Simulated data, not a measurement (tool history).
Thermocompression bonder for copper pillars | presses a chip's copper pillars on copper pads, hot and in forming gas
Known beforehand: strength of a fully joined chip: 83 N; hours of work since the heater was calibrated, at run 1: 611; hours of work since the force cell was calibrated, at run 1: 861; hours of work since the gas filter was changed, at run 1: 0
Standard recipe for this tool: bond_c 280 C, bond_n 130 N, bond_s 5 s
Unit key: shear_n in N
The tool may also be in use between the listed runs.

run	day	bond_c	bond_n	bond_s	hours of work since the heater was calibrated	hours of work since the force cell was calibrated	hours of work since the gas filter was changed	shear_n
1	0	280	130	5	611	861	0	29.1
# day 0.846: heater calibrated with a thermocouple chip
2	1.967	280	130	5	15	886	25	29.6
3	2.979	280	130	5	28	900	38	30.5
4	4.142	280	107	5	44	915	54	24.6
5	5.667	280	107	5	64	935	74	24.5
6	7.2	292	107	5	84	955	94	27.8
7	8.854	292	107	5	106	977	116	27.3
8	10.383	270	129	5	126	997	136	26.4
9	11.617	269	126	5	142	1014	152	25.3
10	12.546	269	126	5	155	1026	165	26
11	13.658	269	126	5	169	1041	179	24.7
# day 15.121: forming gas filter changed
12	15.592	269	126	5	195	1066	6	25.8
13	17.279	269	126	5	217	1088	29	25.7

Here are 5 independent what-if runs from the current tool condition. What would each one return?
A	19.088	269	113	4	241	1112	52	?
B	19.088	256	86	5	241	1112	52	?
C	19.088	293	129	4	241	1112	52	?
D	19.088	290	82	8	241	1112	52	?
E	19.088	284	190	5	241	1112	52	?

run	shear_n
A	20.1
B	15.7
C	30.1
D	24.3
E	43.4
Without the tool's hidden state the same runs would have given:
run	shear_n
A	20.1
B	15.7
C	30.1
D	24.4
E	43.5

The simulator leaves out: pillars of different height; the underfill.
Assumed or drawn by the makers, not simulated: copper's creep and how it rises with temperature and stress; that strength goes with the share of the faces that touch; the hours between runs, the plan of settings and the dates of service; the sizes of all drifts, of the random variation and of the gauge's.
